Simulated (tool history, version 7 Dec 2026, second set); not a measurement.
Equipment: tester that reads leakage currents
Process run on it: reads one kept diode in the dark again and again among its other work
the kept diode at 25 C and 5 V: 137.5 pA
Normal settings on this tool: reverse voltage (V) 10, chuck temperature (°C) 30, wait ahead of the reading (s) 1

| run | hour | reverse voltage (V) | chuck temperature (°C) | wait ahead of the reading (s) | current that the tester gives (pA) |
|---|---|---|---|---|---|
| 1 | 0 | 10 | 30 | 1 | 279.23 |
| 2 | 55 | 10 | 30 | 1 | 276.92 |
| 3 | 104.9 | 10 | 30 | 1 | 277.59 |
| 4 | 181 | 10 | 30 | 1 | 276.31 |
| 5 | 260.5 | 1.7 | 30 | 1 | 125.67 |
| 6 | 340.2 | 2.3 | 30 | 1 | 142.33 |
| 7 | 382.1 | 10 | 30 | 1 | 271.18 |
| 8 | 421.3 | 10 | 30 | 1 | 271.31 |
| 9 | 498.7 | 10 | 30 | 1 | 270.6 |
| 10 | 538.2 | 10 | 30 | 1 | 270.23 |
| 11 | 606.7 | 10 | 30 | 0.64 | 270.25 |
| 12 | 691.8 | 19.6 | 24 | 2.92 | 209.83 |
| 13 | 741.4 | 19.6 | 24 | 2.92 | 209.73 |
| 14 | 793.9 | 1.7 | 30 | 9.13 | 121.1 |
| 15 | 849.6 | 19.3 | 52 | 7.13 | 2264.72 |
| 16 | 908.7 | 1.7 | 26 | 9.1 | 83.61 |
| 17 | 944.3 | 5.1 | 20 | 2.51 | 77.69 |

Estimate the outcome of run 18 from the log above:
| 18 | 1003.5 | 5.1 | 35 | 2.51 | ? |

{"run 18": {"current that the tester gives (pA)": 303.64}}
Were there no unlogged condition in the tool, this run, its random variation unchanged, would have produced current that the tester gives (pA) 345.7.
